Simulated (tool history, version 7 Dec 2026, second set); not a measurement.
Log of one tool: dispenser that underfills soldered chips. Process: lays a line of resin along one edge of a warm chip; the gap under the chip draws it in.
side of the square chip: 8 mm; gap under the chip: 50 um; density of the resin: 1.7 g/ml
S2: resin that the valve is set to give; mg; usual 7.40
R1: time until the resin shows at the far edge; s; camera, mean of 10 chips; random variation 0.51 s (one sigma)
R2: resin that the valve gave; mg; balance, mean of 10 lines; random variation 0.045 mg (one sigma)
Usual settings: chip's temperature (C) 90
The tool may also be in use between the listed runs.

Run 1, hour 0.0: usual settings. Result: R1 40.7 s, R2 7.30 mg.
Run 2, hour 2.6: usual settings. Result: R1 43.8 s, R2 7.32 mg.
Run 3, hour 7.2: usual settings. Result: R1 50.0 s, R2 7.25 mg.
Run 4, hour 9.5: usual settings but S2 6.86 mg. Result: R1 54.8 s, R2 6.78 mg.
Run 5, hour 11.8: usual settings but S2 6.86 mg. Result: R1 58.1 s, R2 6.84 mg.
At hour 14.4: new syringe of resin.
Run 6, hour 15.1: usual settings but S2 6.86 mg. Result: R1 42.9 s, R2 6.84 mg.
Run 7, hour 19.1: usual settings but S2 6.86 mg. Result: R1 47.4 s, R2 6.75 mg.
Run 8, hour 21.3: usual settings but S2 6.86 mg. Result: R1 50.6 s, R2 6.73 mg.
Run 9, hour 25.2: usual settings. Result: R1 54.4 s, R2 7.28 mg.
Run 10, hour 27.1: usual settings but chip's temperature (C) 83. Result: R1 75.0 s, R2 7.30 mg.
At hour 28.9: new syringe of resin.
Run 11, hour 31.8: usual settings but chip's temperature (C) 83. Result: R1 59.1 s, R2 7.26 mg.
Run 12, hour 35.8: usual settings but chip's temperature (C) 100. Result: R1 34.1 s, R2 7.23 mg.
Run 13, hour 40.0: usual settings but chip's temperature (C) 100. Result: R1 37.8 s, R2 7.22 mg.
At hour 43.3: new syringe of resin.
Run 14, hour 44.8: usual settings. Result: R1 43.3 s, R2 7.13 mg.
Run 15, hour 47.7: usual settings. Result: R1 45.9 s, R2 7.19 mg.
Run 16, hour 51.1: usual settings. Result: R1 49.7 s, R2 7.13 mg.
Run 17, hour 54.7: usual settings. Result: R1 56.7 s, R2 7.14 mg.
At hour 57.6: new syringe of resin.
Run 18, hour 59.2: usual settings. Result: R1 43.1 s, R2 7.09 mg.
Run 19, hour 61.1: usual settings. Result: R1 45.3 s, R2 7.11 mg.
Run 20, hour 65.5: usual settings. Result: R1 51.8 s, R2 7.11 mg.
Run 21, hour 68.9: usual settings but chip's temperature (C) 80, S2 6.59 mg. Result: R1 86.6 s, R2 6.36 mg.
At hour 71.8: new syringe of resin.
Run 22, hour 73.4: usual settings but S2 7.50 mg. Result: R1 43.1 s, R2 7.21 mg.
Run 23, hour 77.6: usual settings but chip's temperature (C) 96, S2 6.53 mg. Result: R1 40.0 s, R2 6.27 mg.
Run 24, hour 80.0: usual settings but chip's temperature (C) 84, S2 9.37 mg. Result: R1 60.5 s, R2 9.03 mg.
Run 25, hour 82.7: usual settings but chip's temperature (C) 84, S2 9.37 mg. Result: R1 65.4 s, R2 8.95 mg.
At hour 86.2: new syringe of resin.
Run 26, hour 87.7: usual settings but chip's temperature (C) 101, S2 9.32 mg. Result: R1 28.2 s, R2 8.94 mg.
Run 27, hour 90.1: usual settings but chip's temperature (C) 101, S2 9.32 mg. Result: R1 29.2 s, R2 8.89 mg.
Run 28, hour 92.9: usual settings but chip's temperature (C) 85, S2 9.43 mg. Result: R1 56.7 s, R2 8.98 mg.
Run 29, hour 95.7: usual settings but S2 6.86 mg. Result: R1 54.4 s, R2 6.45 mg.
Run 30, hour 99.0: usual settings but S2 6.86 mg. Result: R1 59.2 s, R2 6.54 mg.
At hour 100.4: new syringe of resin.
Run 31, hour 101.9: usual settings but chip's temperature (C) 92. Result: R1 40.7 s, R2 7.09 mg.
Run 32, hour 105.3: usual settings but chip's temperature (C) 92, S2 6.79 mg. Result: R1 45.3 s, R2 6.40 mg.
Run 33, hour 109.0: usual settings but S2 8.24 mg. Result: R1 51.3 s, R2 7.68 mg.

Measured less the same run without the tool's hidden state. The same run-to-run variation is in both; the gauge's scatter may not be:
The hidden state here: resin's viscosity, % of fresh resin's; dose that the valve gives, % of what is set; true chip temperature over the reading, C; drift of the gauge itself on fill_s, %; drift of the gauge itself on given_mg, %.
run     R1     R2
  1   -0.5  -0.05
  2   +2.5  -0.05
  3   +8.4  -0.07
  4  +11.9  -0.07
  5  +15.5  -0.08
  6   +0.4  -0.09
  7   +5.2  -0.10
  8   +8.2  -0.11
  9  +13.5  -0.13
 10  +21.3  -0.14
 11   +4.6  -0.15
 12   +5.9  -0.16
 13  +10.0  -0.18
 14   +1.4  -0.20
 15   +5.1  -0.21
 16   +9.3  -0.22
 17  +14.9  -0.23
 18   +1.7  -0.25
 19   +4.0  -0.25
 20   +9.9  -0.27
 21  +22.8  -0.25
 22   +1.1  -0.30
 23   +5.5  -0.28
 24  +10.8  -0.40
 25  +15.3  -0.42
 26   +0.9  -0.44
 27   +2.7  -0.45
 28   +8.9  -0.47
 29  +12.4  -0.35
 30  +17.6  -0.36
 31   +1.9  -0.40
 32   +6.1  -0.37
 33  +10.5  -0.47
